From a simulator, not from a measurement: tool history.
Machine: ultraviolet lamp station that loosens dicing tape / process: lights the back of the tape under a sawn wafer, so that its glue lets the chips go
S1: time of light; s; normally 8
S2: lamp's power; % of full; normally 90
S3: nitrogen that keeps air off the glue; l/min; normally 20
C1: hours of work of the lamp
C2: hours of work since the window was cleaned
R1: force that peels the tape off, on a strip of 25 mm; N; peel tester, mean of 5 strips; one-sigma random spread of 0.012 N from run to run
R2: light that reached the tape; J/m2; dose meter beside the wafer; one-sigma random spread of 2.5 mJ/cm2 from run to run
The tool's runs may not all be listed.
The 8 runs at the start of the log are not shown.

run   hour  S1  S2  S3   C1   C2     R1    R2
  9  150.2   6  90  20  508  256  2.153  1470
 10  168.5   6  90  20  517  266  1.989  1480
 11  187.8   8  90  20  527  275  1.394  1930
 12  214.8   8  90  20  540  289  1.427  1870
 13  240.8   8  90  20  554  302  1.477  1870
     256.7  -- window cleaned of glue's vapour
 14  257.0   8  90  20  562    0  1.745  1710
 15  274.9   8  90  20  571    9  1.691  1680
 16  301.9   8  90  13  585   23  2.057  1630
     319.7  -- window cleaned of glue's vapour, once more
 17  320.6   8  90  16  594    0  1.352  2100
 18  341.2   8  90  40  604   11  0.907  2090
 19  353.2   8  90  20  611   17  1.256  2080
 20  373.8   8  90  20  621   28  1.296  2050
 21  391.5   8  90  20  630   37  1.275  2010
 22  416.7   8  90  20  643   49  1.289  1970
 23  430.7   8  90   9  650   57  1.884  1940
 24  455.5   8  87   9  663   69  2.078  1860
 25  480.9   7  66   8  676   82  3.387  1220
 26  507.6  12  65  20  689   96  1.274  2020

What will run 27 give?
 27  531.3  15  96  37  701  108   ?   ?

R1: 0.279 N
R2: 3650 J/m2
The same run, on a tool lacking any hidden state, would have yielded R1 0.155 N, R2 6270 J/m2.
